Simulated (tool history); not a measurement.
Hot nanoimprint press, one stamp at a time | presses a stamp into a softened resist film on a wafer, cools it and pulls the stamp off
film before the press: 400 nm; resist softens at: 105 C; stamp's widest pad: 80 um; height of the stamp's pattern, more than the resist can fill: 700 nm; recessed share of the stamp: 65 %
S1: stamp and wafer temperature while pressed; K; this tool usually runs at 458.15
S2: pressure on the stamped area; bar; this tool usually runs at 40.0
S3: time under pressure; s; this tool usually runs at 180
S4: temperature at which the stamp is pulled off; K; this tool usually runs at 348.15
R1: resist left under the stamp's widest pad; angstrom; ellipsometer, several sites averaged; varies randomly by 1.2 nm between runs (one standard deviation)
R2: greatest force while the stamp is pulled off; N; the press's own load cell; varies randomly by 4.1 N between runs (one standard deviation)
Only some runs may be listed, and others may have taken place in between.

run 1 hour=0.0 | S1=458.15 S2=40.0 S3=180 S4=348.15 | R1=1946 R2=256
run 2 hour=34.8 | S1=458.15 S2=40.0 S3=180 S4=348.15 | R1=1869 R2=201
run 3 hour=58.3 | S1=458.15 S2=35.4 S3=180 S4=348.15 | R1=1999 R2=209
run 4 hour=80.6 | S1=458.15 S2=35.4 S3=180 S4=348.15 | R1=2018 R2=212
run 5 hour=114.4 | S1=458.15 S2=40.0 S3=180 S4=348.15 | R1=1872 R2=214
run 6 hour=154.7 | S1=458.15 S2=40.0 S3=180 S4=348.15 | R1=1874 R2=226
run 7 hour=181.5 | S1=460.15 S2=40.0 S3=180 S4=348.15 | R1=1758 R2=224
run 8 hour=207.2 | S1=460.15 S2=40.0 S3=180 S4=348.15 | R1=1758 R2=228
run 9 hour=246.2 | S1=460.15 S2=40.0 S3=346 S4=348.15 | R1=1417 R2=235
run 10 hour=275.7 | S1=460.15 S2=40.0 S3=346 S4=348.15 | R1=1419 R2=243
run 11 hour=306.0 | S1=460.15 S2=40.0 S3=346 S4=348.15 | R1=1425 R2=245
run 12 hour=334.4 | S1=458.15 S2=40.0 S3=180 S4=348.15 | R1=1862 R2=239
run 13 hour=375.4 | S1=458.15 S2=40.0 S3=180 S4=348.15 | R1=1875 R2=244
run 14 hour=405.6 | S1=458.15 S2=40.0 S3=180 S4=348.15 | R1=1851 R2=264
run 15 hour=436.2 | S1=458.15 S2=40.0 S3=180 S4=348.15 | R1=1853 R2=256
run 16 hour=481.0 | S1=458.15 S2=40.0 S3=180 S4=348.15 | R1=1844 R2=203
run 17 hour=504.9 | S1=465.15 S2=60.2 S3=180 S4=348.15 | R1=1246 R2=194
run 18 hour=544.3 | S1=465.15 S2=60.2 S3=180 S4=348.15 | R1=1234 R2=214
run 19 hour=565.2 | S1=465.15 S2=60.2 S3=180 S4=348.15 | R1=1226 R2=213
run 20 hour=601.7 | S1=465.15 S2=60.2 S3=180 S4=348.15 | R1=1222 R2=221
run 21 hour=642.3 | S1=465.15 S2=60.2 S3=180 S4=348.15 | R1=1246 R2=219
run 22 hour=667.3 | S1=458.15 S2=40.0 S3=125 S4=350.15 | R1=2037 R2=226
run 23 hour=705.8 | S1=446.15 S2=26.6 S3=125 S4=350.15 | R1=3223 R2=232
run 24 hour=746.9 | S1=446.15 S2=46.5 S3=180 S4=344.15 | R1=2420 R2=250
run 25 hour=775.9 | S1=454.15 S2=40.0 S3=134 S4=348.15 | R1=2346 R2=243
run 26 hour=796.2 | S1=456.15 S2=40.0 S3=341 S4=353.15 | R1=1653 R2=242
run 27 hour=822.0 | S1=456.15 S2=40.0 S3=341 S4=353.15 | R1=1648 R2=252
run 28 hour=864.3 | S1=458.15 S2=26.6 S3=180 S4=354.15 | R1=2339 R2=256
run 29 hour=897.9 | S1=458.15 S2=40.0 S3=180 S4=348.15 | R1=1946 R2=202

Taken out of this log: 6 entries between the listed runs. Where each belongs, and how the hidden state differs across it:
Logged between run 1 and run 2: stamp cleaned and given a new release coat (hour 16.3); press's hydraulic seals changed and the load cell set to zero (hour 24.3)
  true temperature over the reading, C: 0.2 -> 0.25; pressure that arrives at the usual setting, %: 91.8 -> 99.75; grip of the stamp's worn release coat, % over a new coat's: 33.7 -> 0.8
  difference, measured minus the result without the unlogged condition, R1: +79 -> -10 angstrom; R2: +65 -> +1 N
Logged between run 15 and run 16: stamp cleaned and given a new release coat (hour 456.4); plate thermocouple calibrated (hour 469.0)
  true temperature over the reading, C: 1.24 -> 1.53; pressure that arrives at the usual setting, %: 97.52 -> 97.33; grip of the stamp's worn release coat, % over a new coat's: 33.3 -> 1.7
  difference, measured minus the result without the unlogged condition, R1: -32 -> -43 angstrom; R2: +63 -> +2 N
Logged between run 22 and run 23: plate thermocouple calibrated, once more (hour 705.4)
  true temperature over the reading, C: 1.97 -> -0.39; pressure that arrives at the usual setting, %: 96.27 -> 96.07; grip of the stamp's worn release coat, % over a new coat's: 16.6 -> 19.5
  difference, measured minus the result without the unlogged condition, R1: -54 -> +43 angstrom; R2: +30 -> +38 N
Logged between run 28 and run 29: stamp cleaned and given a new release coat (hour 894.2)
  true temperature over the reading, C: -0.01 -> 0.07; pressure that arrives at the usual setting, %: 95.17 -> 95.03; grip of the stamp's worn release coat, % over a new coat's: 32.5 -> 0.3
  difference, measured minus the result without the unlogged condition, R1: +37 -> +50 angstrom; R2: +62 -> +1 N
